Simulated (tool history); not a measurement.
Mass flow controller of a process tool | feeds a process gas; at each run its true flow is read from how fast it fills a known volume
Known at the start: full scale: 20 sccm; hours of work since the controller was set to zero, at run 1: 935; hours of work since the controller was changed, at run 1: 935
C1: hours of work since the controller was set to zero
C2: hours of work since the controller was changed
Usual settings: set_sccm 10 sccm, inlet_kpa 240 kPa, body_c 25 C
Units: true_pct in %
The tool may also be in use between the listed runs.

Run 1, hour 0.0: usual settings; C1 935; C2 935. Result: true_pct 98.54 %.
Run 2, hour 256.7: usual settings; C1 1014; C2 1014. Result: true_pct 98.43 %.
Run 3, hour 556.5: usual settings but set_sccm 14 sccm; C1 1107; C2 1107. Result: true_pct 99.09 %.
Run 4, hour 709.2: usual settings but set_sccm 14 sccm; C1 1154; C2 1154. Result: true_pct 99.19 %.
Run 5, hour 969.3: usual settings but set_sccm 14 sccm; C1 1234; C2 1234. Result: true_pct 99.17 %.
Run 6, hour 1211.7: usual settings but set_sccm 14 sccm; C1 1309; C2 1309. Result: true_pct 99.10 %.
Run 7, hour 1502.5: usual settings but set_sccm 14 sccm; C1 1399; C2 1399. Result: true_pct 99.07 %.
Run 8, hour 1808.1: usual settings but set_sccm 14 sccm; C1 1493; C2 1493. Result: true_pct 99.20 %.
Run 9, hour 1946.3: usual settings but set_sccm 14 sccm; C1 1536; C2 1536. Result: true_pct 98.96 %.
At hour 1959.7: controller's zero set anew.
Run 10, hour 2192.9: usual settings but set_sccm 14 sccm; C1 72; C2 1612. Result: true_pct 98.82 %.
Run 11, hour 2452.9: usual settings but set_sccm 14 sccm; C1 152; C2 1692. Result: true_pct 98.90 %.
Run 12, hour 2576.2: usual settings; C1 190; C2 1730. Result: true_pct 98.06 %.
At hour 2631.0: controller's zero set anew, once more.
Run 13, hour 2796.4: usual settings; C1 51; C2 1798. Result: true_pct 98.82 %.
Run 14, hour 3077.3: usual settings; C1 138; C2 1885. Result: true_pct 98.73 %.
Run 15, hour 3313.0: usual settings but body_c 22 C; C1 211; C2 1958. Result: true_pct 98.82 %.
Run 16, hour 3574.4: usual settings but body_c 22 C; C1 291; C2 2039. Result: true_pct 98.81 %.
Run 17, hour 3838.8: usual settings but body_c 22 C; C1 373; C2 2120. Result: true_pct 98.83 %.
Run 18, hour 4082.4: usual settings but set_sccm 7 sccm, inlet_kpa 162 kPa, body_c 22 C; C1 448; C2 2195. Result: true_pct 97.94 %.
Run 19, hour 4243.2: usual settings but set_sccm 7 sccm, inlet_kpa 235 kPa, body_c 27 C; C1 498; C2 2245. Result: true_pct 98.10 %.
Run 20, hour 4376.5: usual settings but body_c 21 C; C1 539; C2 2286. Result: true_pct 98.80 %.
Run 21, hour 4593.7: usual settings but inlet_kpa 251 kPa; C1 606; C2 2353. Result: true_pct 98.81 %.
Run 22, hour 4811.6: usual settings but inlet_kpa 251 kPa; C1 674; C2 2421. Result: true_pct 98.72 %.
Run 23, hour 4949.4: usual settings but inlet_kpa 251 kPa; C1 716; C2 2463. Result: true_pct 98.70 %.
Run 24, hour 5091.5: usual settings but set_sccm 2 sccm, inlet_kpa 147 kPa; C1 760; C2 2507. Result: true_pct 95.60 %.
Run 25, hour 5259.5: usual settings but set_sccm 2 sccm, inlet_kpa 147 kPa; C1 812; C2 2559. Result: true_pct 95.54 %.
Run 26, hour 5444.7: usual settings but inlet_kpa 158 kPa, body_c 36 C; C1 869; C2 2616. Result: true_pct 97.92 %.
Run 27, hour 5715.9: usual settings but inlet_kpa 141 kPa; C1 953; C2 2700. Result: true_pct 98.13 %.
Run 28, hour 5863.3: usual settings but set_sccm 3 sccm, inlet_kpa 255 kPa; C1 998; C2 2745. Result: true_pct 96.75 %.
Run 29, hour 5991.3: usual settings but set_sccm 7 sccm, inlet_kpa 217 kPa, body_c 29 C; C1 1038; C2 2785. Result: true_pct 97.66 %.
Run 30, hour 6288.4: usual settings but set_sccm 7 sccm, inlet_kpa 217 kPa, body_c 29 C; C1 1130; C2 2877. Result: true_pct 97.66 %.
Run 31, hour 6534.3: usual settings but body_c 23 C; C1 1206; C2 2953. Result: true_pct 98.44 %.
Run 32, hour 6681.7: usual settings but body_c 23 C; C1 1251; C2 2998. Result: true_pct 98.53 %.
Run 33, hour 6912.9: usual settings but inlet_kpa 258 kPa, body_c 23 C; C1 1323; C2 3070. Result: true_pct 98.63 %.

Hidden state at the last listed run before each entry between runs and at the first one after, where it differs:
Between runs 9 and 10: controller's zero set anew (hour 1959.7)
  flow at rest that the sensor doesn't see, % of full scale: -0.289 -> -0.452
  measured less the result without the state, true_pct: -0.26 -> -0.49 %
Between runs 12 and 13: controller's zero set anew, once more (hour 2631.0)
  flow at rest that the sensor doesn't see, % of full scale: -0.473 -> -0.049; true flow over the shown one, %: 0.17 -> 0.18
  measured less the result without the state, true_pct: -0.77 -> +0.08 %

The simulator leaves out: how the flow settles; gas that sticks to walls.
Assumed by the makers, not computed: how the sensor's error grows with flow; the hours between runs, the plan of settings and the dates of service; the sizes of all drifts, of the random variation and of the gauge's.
